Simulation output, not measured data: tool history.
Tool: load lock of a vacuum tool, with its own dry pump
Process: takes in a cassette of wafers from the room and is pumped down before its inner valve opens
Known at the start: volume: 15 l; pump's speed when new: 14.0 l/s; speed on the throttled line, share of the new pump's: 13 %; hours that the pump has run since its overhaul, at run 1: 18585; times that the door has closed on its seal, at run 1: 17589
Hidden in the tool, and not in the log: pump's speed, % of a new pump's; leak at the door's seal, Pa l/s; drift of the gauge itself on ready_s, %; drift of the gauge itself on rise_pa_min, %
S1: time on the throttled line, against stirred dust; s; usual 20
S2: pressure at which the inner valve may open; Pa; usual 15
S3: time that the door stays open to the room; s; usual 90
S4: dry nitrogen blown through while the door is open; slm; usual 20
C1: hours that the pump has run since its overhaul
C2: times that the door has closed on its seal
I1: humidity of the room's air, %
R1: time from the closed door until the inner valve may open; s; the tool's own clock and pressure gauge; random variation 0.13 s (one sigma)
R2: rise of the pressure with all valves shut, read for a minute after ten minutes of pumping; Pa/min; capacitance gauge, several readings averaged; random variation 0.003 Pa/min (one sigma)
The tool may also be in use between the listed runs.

Run 1, hour 0.0: usual settings; C1 18585; C2 17589; I1 43.6. Result: R1 26.8 s, R2 0.023 Pa/min.
Run 2, hour 93.4: usual settings; C1 18678; C2 17799; I1 46.0. Result: R1 26.9 s, R2 0.028 Pa/min.
Run 3, hour 234.8: usual settings but S3 47 s; C1 18820; C2 18116; I1 44.4. Result: R1 26.9 s, R2 0.017 Pa/min.
Run 4, hour 334.3: usual settings but S1 26 s; C1 18919; C2 18339; I1 45.1. Result: R1 31.8 s, R2 0.030 Pa/min.
Run 5, hour 489.5: usual settings but S1 26 s; C1 19074; C2 18688; I1 48.0. Result: R1 31.9 s, R2 0.024 Pa/min.
Run 6, hour 604.4: usual settings but S1 26 s, S3 106 s; C1 19189; C2 18945; I1 46.2. Result: R1 32.0 s, R2 0.032 Pa/min.
Run 7, hour 752.6: usual settings but S2 18 Pa, S3 65 s; C1 19337; C2 19278; I1 43.9. Result: R1 26.6 s, R2 0.020 Pa/min.
Run 8, hour 878.4: usual settings but S2 18 Pa, S3 65 s; C1 19463; C2 19560; I1 46.7. Result: R1 27.0 s, R2 0.025 Pa/min.
Run 9, hour 1033.1: usual settings but S1 15 s, S2 11 Pa, S3 122 s, S4 6 slm; C1 19618; C2 19907; I1 45.1. Result: R1 23.0 s, R2 0.045 Pa/min.

Forecast run 10:
Run 10, hour 1174.2: usual settings but S1 17 s, S4 5 slm; C1 19759; C2 20224; I1 46.8. Result: R1 ?, R2 ?.

{"run 10": {"R1": 24.6, "R2": 0.046}}
Without the tool's hidden state the same run would have given R1 24.6 s, R2 0.046 Pa/min.
